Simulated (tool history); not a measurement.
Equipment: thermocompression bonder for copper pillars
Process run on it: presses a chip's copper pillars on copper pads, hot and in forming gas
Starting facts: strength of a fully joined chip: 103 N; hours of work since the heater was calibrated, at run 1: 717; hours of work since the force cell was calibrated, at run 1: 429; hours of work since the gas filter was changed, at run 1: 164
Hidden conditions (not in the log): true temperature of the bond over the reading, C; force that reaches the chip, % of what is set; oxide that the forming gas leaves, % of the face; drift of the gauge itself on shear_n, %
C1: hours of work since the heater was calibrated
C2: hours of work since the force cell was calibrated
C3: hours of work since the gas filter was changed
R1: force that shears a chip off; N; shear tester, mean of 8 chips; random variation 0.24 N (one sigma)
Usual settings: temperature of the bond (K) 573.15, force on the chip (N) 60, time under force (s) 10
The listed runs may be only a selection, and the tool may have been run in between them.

run 1 hour=0 | temperature_of_the_bond_(K)=573.15 force_on_the_chip_(N)=60 time_under_force_(s)=10 | C1=717 C2=429 C3=164 | R1=46.3
run 2 hour=55.7 | temperature_of_the_bond_(K)=594.15 force_on_the_chip_(N)=60 time_under_force_(s)=10 | C1=742 C2=454 C3=190 | R1=60.4
run 3 hour=102.8 | temperature_of_the_bond_(K)=573.15 force_on_the_chip_(N)=60 time_under_force_(s)=10 | C1=764 C2=476 C3=211 | R1=46
run 4 hour=138.5 | temperature_of_the_bond_(K)=573.15 force_on_the_chip_(N)=86 time_under_force_(s)=10 | C1=780 C2=492 C3=227 | R1=65.3
run 5 hour=162.8 | temperature_of_the_bond_(K)=573.15 force_on_the_chip_(N)=86 time_under_force_(s)=10 | C1=791 C2=503 C3=238 | R1=65
run 6 hour=211.1 | temperature_of_the_bond_(K)=573.15 force_on_the_chip_(N)=60 time_under_force_(s)=10 | C1=813 C2=525 C3=260 | R1=46.2
run 7 hour=266.4 | temperature_of_the_bond_(K)=573.15 force_on_the_chip_(N)=60 time_under_force_(s)=10 | C1=838 C2=550 C3=285 | R1=45.9
run 8 hour=310.3 | temperature_of_the_bond_(K)=573.15 force_on_the_chip_(N)=60 time_under_force_(s)=8 | C1=858 C2=570 C3=305 | R1=42
run 9 hour=351.9 | temperature_of_the_bond_(K)=573.15 force_on_the_chip_(N)=60 time_under_force_(s)=8 | C1=877 C2=589 C3=324 | R1=42.4
run 10 hour=383.1 | temperature_of_the_bond_(K)=573.15 force_on_the_chip_(N)=60 time_under_force_(s)=10 | C1=891 C2=603 C3=338 | R1=46
run 11 hour=423 | temperature_of_the_bond_(K)=573.15 force_on_the_chip_(N)=60 time_under_force_(s)=10 | C1=909 C2=621 C3=356 | R1=46.3
-- hour=427 forming gas filter changed
run 12 hour=464.9 | temperature_of_the_bond_(K)=573.15 force_on_the_chip_(N)=60 time_under_force_(s)=10 | C1=928 C2=640 C3=17 | R1=46.6
run 13 hour=523.3 | temperature_of_the_bond_(K)=573.15 force_on_the_chip_(N)=60 time_under_force_(s)=10 | C1=954 C2=666 C3=44 | R1=46
run 14 hour=575.1 | temperature_of_the_bond_(K)=573.15 force_on_the_chip_(N)=60 time_under_force_(s)=27 | C1=978 C2=690 C3=67 | R1=64.2
run 15 hour=601.6 | temperature_of_the_bond_(K)=573.15 force_on_the_chip_(N)=60 time_under_force_(s)=27 | C1=990 C2=702 C3=79 | R1=64.2
run 16 hour=640 | temperature_of_the_bond_(K)=573.15 force_on_the_chip_(N)=60 time_under_force_(s)=27 | C1=1007 C2=719 C3=97 | R1=64.2
run 17 hour=672.9 | temperature_of_the_bond_(K)=573.15 force_on_the_chip_(N)=60 time_under_force_(s)=27 | C1=1022 C2=734 C3=112 | R1=64.5
run 18 hour=697.9 | temperature_of_the_bond_(K)=573.15 force_on_the_chip_(N)=60 time_under_force_(s)=27 | C1=1033 C2=746 C3=123 | R1=64.4
run 19 hour=755.1 | temperature_of_the_bond_(K)=573.15 force_on_the_chip_(N)=60 time_under_force_(s)=27 | C1=1059 C2=772 C3=149 | R1=64.5
run 20 hour=813.5 | temperature_of_the_bond_(K)=573.15 force_on_the_chip_(N)=60 time_under_force_(s)=27 | C1=1086 C2=798 C3=175 | R1=64.1
run 21 hour=852.9 | temperature_of_the_bond_(K)=575.15 force_on_the_chip_(N)=36 time_under_force_(s)=10 | C1=1104 C2=816 C3=193 | R1=26.3
run 22 hour=902.3 | temperature_of_the_bond_(K)=575.15 force_on_the_chip_(N)=36 time_under_force_(s)=10 | C1=1126 C2=838 C3=216 | R1=26.1
run 23 hour=935.3 | temperature_of_the_bond_(K)=563.15 force_on_the_chip_(N)=47 time_under_force_(s)=9 | C1=1141 C2=853 C3=231 | R1=28.4
run 24 hour=965.6 | temperature_of_the_bond_(K)=563.15 force_on_the_chip_(N)=47 time_under_force_(s)=9 | C1=1155 C2=867 C3=244 | R1=28.5
run 25 hour=1018.3 | temperature_of_the_bond_(K)=563.15 force_on_the_chip_(N)=47 time_under_force_(s)=9 | C1=1179 C2=891 C3=268 | R1=28.5
run 26 hour=1060.8 | temperature_of_the_bond_(K)=578.15 force_on_the_chip_(N)=60 time_under_force_(s)=17 | C1=1198 C2=910 C3=288 | R1=58.8
run 27 hour=1108.1 | temperature_of_the_bond_(K)=578.15 force_on_the_chip_(N)=60 time_under_force_(s)=17 | C1=1220 C2=932 C3=309 | R1=59
run 28 hour=1149.3 | temperature_of_the_bond_(K)=558.15 force_on_the_chip_(N)=87 time_under_force_(s)=8 | C1=1238 C2=950 C3=328 | R1=51.2
run 29 hour=1207.9 | temperature_of_the_bond_(K)=558.15 force_on_the_chip_(N)=77 time_under_force_(s)=16 | C1=1265 C2=977 C3=354 | R1=57.1
-- hour=1215.8 forming gas filter changed
run 30 hour=1243.5 | temperature_of_the_bond_(K)=573.15 force_on_the_chip_(N)=55 time_under_force_(s)=10 | C1=1281 C2=993 C3=13 | R1=41.9
run 31 hour=1300.4 | temperature_of_the_bond_(K)=573.15 force_on_the_chip_(N)=55 time_under_force_(s)=10 | C1=1307 C2=1019 C3=38 | R1=41.8
run 32 hour=1333.6 | temperature_of_the_bond_(K)=573.15 force_on_the_chip_(N)=77 time_under_force_(s)=29 | C1=1322 C2=1034 C3=53 | R1=78.5
run 33 hour=1388.2 | temperature_of_the_bond_(K)=582.15 force_on_the_chip_(N)=43 time_under_force_(s)=18 | C1=1346 C2=1059 C3=78 | R1=45.1
run 34 hour=1439.1 | temperature_of_the_bond_(K)=589.15 force_on_the_chip_(N)=63 time_under_force_(s)=12 | C1=1370 C2=1082 C3=101 | R1=63
run 35 hour=1498.6 | temperature_of_the_bond_(K)=589.15 force_on_the_chip_(N)=63 time_under_force_(s)=12 | C1=1397 C2=1109 C3=128 | R1=63.1
run 36 hour=1538.4 | temperature_of_the_bond_(K)=552.15 force_on_the_chip_(N)=73 time_under_force_(s)=12 | C1=1415 C2=1127 C3=146 | R1=44.8
run 37 hour=1581.8 | temperature_of_the_bond_(K)=544.15 force_on_the_chip_(N)=47 time_under_force_(s)=9 | C1=1434 C2=1146 C3=166 | R1=20.1
run 38 hour=1609.9 | temperature_of_the_bond_(K)=547.15 force_on_the_chip_(N)=41 time_under_force_(s)=10 | C1=1447 C2=1159 C3=179 | R1=18.9
run 39 hour=1644.9 | temperature_of_the_bond_(K)=547.15 force_on_the_chip_(N)=41 time_under_force_(s)=10 | C1=1463 C2=1175 C3=195 | R1=18.7
run 40 hour=1693.5 | temperature_of_the_bond_(K)=561.15 force_on_the_chip_(N)=38 time_under_force_(s)=10 | C1=1485 C2=1197 C3=217 | R1=21.7

Consider 4 possible next runs. They are alternatives, not a sequence: every one starts from the tool as it was left by run 40. What does each give?
run A hour=1728.3 | temperature_of_the_bond_(K)=573.15 force_on_the_chip_(N)=38 time_under_force_(s)=10 | C1=1501 C2=1213 C3=233 | R1=?
run B hour=1728.3 | temperature_of_the_bond_(K)=597.15 force_on_the_chip_(N)=52 time_under_force_(s)=10 | C1=1501 C2=1213 C3=233 | R1=?
run C hour=1728.3 | temperature_of_the_bond_(K)=595.15 force_on_the_chip_(N)=60 time_under_force_(s)=6 | C1=1501 C2=1213 C3=233 | R1=?
run D hour=1728.3 | temperature_of_the_bond_(K)=596.15 force_on_the_chip_(N)=39 time_under_force_(s)=26 | C1=1501 C2=1213 C3=233 | R1=?

run=A R1=27.2
run=B R1=54
run=C R1=51.1
run=D R1=55.7
The same runs, with their run-to-run variation unchanged, on a tool lacking any hidden condition would have given:
run=A R1=27.3
run=B R1=54.2
run=C R1=51.3
run=D R1=55.9
